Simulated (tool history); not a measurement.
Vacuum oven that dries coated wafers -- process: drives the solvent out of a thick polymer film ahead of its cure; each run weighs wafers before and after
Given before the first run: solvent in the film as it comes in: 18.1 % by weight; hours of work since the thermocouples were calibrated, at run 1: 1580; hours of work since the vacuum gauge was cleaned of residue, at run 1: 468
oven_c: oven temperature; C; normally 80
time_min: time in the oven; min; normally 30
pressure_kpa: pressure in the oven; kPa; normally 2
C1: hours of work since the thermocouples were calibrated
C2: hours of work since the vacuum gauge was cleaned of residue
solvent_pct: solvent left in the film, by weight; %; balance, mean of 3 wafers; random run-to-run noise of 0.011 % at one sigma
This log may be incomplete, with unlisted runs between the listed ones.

{"run": 1, "hour": 0.0, "oven_c": 80, "time_min": 30, "pressure_kpa": 2, "C1": 1580, "C2": 468, "solvent_pct": 0.97}
{"run": 2, "hour": 38.1, "oven_c": 80, "time_min": 30, "pressure_kpa": 2, "C1": 1598, "C2": 486, "solvent_pct": 1}
{"run": 3, "hour": 80.1, "oven_c": 80, "time_min": 30, "pressure_kpa": 2, "C1": 1618, "C2": 506, "solvent_pct": 0.99}
{"run": 4, "hour": 101.0, "oven_c": 80, "time_min": 30, "pressure_kpa": 2, "C1": 1628, "C2": 516, "solvent_pct": 1}
{"hour": 107.1, "done": "oven's thermocouples calibrated"}
{"run": 5, "hour": 130.6, "oven_c": 80, "time_min": 30, "pressure_kpa": 2, "C1": 11, "C2": 529, "solvent_pct": 0.99}
{"run": 6, "hour": 156.5, "oven_c": 80, "time_min": 30, "pressure_kpa": 2, "C1": 23, "C2": 541, "solvent_pct": 1}
{"run": 7, "hour": 182.4, "oven_c": 80, "time_min": 30, "pressure_kpa": 2, "C1": 36, "C2": 554, "solvent_pct": 1.01}
{"run": 8, "hour": 220.2, "oven_c": 66, "time_min": 30, "pressure_kpa": 2, "C1": 54, "C2": 572, "solvent_pct": 4.34}
{"run": 9, "hour": 246.3, "oven_c": 80, "time_min": 30, "pressure_kpa": 2, "C1": 66, "C2": 584, "solvent_pct": 1}
{"run": 10, "hour": 272.8, "oven_c": 80, "time_min": 30, "pressure_kpa": 2, "C1": 79, "C2": 597, "solvent_pct": 0.99}
{"run": 11, "hour": 305.6, "oven_c": 80, "time_min": 30, "pressure_kpa": 2, "C1": 94, "C2": 612, "solvent_pct": 1.01}
{"run": 12, "hour": 349.2, "oven_c": 80, "time_min": 30, "pressure_kpa": 2, "C1": 115, "C2": 633, "solvent_pct": 1}
{"run": 13, "hour": 371.3, "oven_c": 80, "time_min": 37, "pressure_kpa": 2, "C1": 126, "C2": 643, "solvent_pct": 0.71}
{"run": 14, "hour": 419.8, "oven_c": 80, "time_min": 37, "pressure_kpa": 2, "C1": 149, "C2": 666, "solvent_pct": 0.7}
{"run": 15, "hour": 455.0, "oven_c": 65, "time_min": 35, "pressure_kpa": 1.74, "C1": 165, "C2": 683, "solvent_pct": 3.87}
{"run": 16, "hour": 499.5, "oven_c": 66, "time_min": 43, "pressure_kpa": 1.94, "C1": 186, "C2": 704, "solvent_pct": 2.75}
{"run": 17, "hour": 524.3, "oven_c": 81, "time_min": 33, "pressure_kpa": 5.7, "C1": 198, "C2": 716, "solvent_pct": 1.57}
{"run": 18, "hour": 551.7, "oven_c": 91, "time_min": 51, "pressure_kpa": 2.21, "C1": 211, "C2": 729, "solvent_pct": 0.33}
{"run": 19, "hour": 592.3, "oven_c": 81, "time_min": 18, "pressure_kpa": 1.73, "C1": 230, "C2": 748, "solvent_pct": 2.15}
{"run": 20, "hour": 616.2, "oven_c": 81, "time_min": 18, "pressure_kpa": 1.73, "C1": 242, "C2": 760, "solvent_pct": 2.16}
{"run": 21, "hour": 642.5, "oven_c": 81, "time_min": 39, "pressure_kpa": 5.2, "C1": 254, "C2": 772, "solvent_pct": 1.28}
{"run": 22, "hour": 685.0, "oven_c": 81, "time_min": 39, "pressure_kpa": 5.2, "C1": 275, "C2": 792, "solvent_pct": 1.31}
{"run": 23, "hour": 730.2, "oven_c": 81, "time_min": 39, "pressure_kpa": 5.2, "C1": 296, "C2": 814, "solvent_pct": 1.3}
{"run": 24, "hour": 761.2, "oven_c": 81, "time_min": 39, "pressure_kpa": 5.2, "C1": 311, "C2": 829, "solvent_pct": 1.32}
{"run": 25, "hour": 791.0, "oven_c": 69, "time_min": 31, "pressure_kpa": 2.79, "C1": 325, "C2": 843, "solvent_pct": 3.45}

Describe how what the log doesn't record of the tool's condition differs between the last listed run preceding each entry between runs and the first listed run following it.
Between runs 4 and 5: oven's thermocouples calibrated (hour 107.1)
  true wafer temperature over the reading, C: -0.02 -> 0

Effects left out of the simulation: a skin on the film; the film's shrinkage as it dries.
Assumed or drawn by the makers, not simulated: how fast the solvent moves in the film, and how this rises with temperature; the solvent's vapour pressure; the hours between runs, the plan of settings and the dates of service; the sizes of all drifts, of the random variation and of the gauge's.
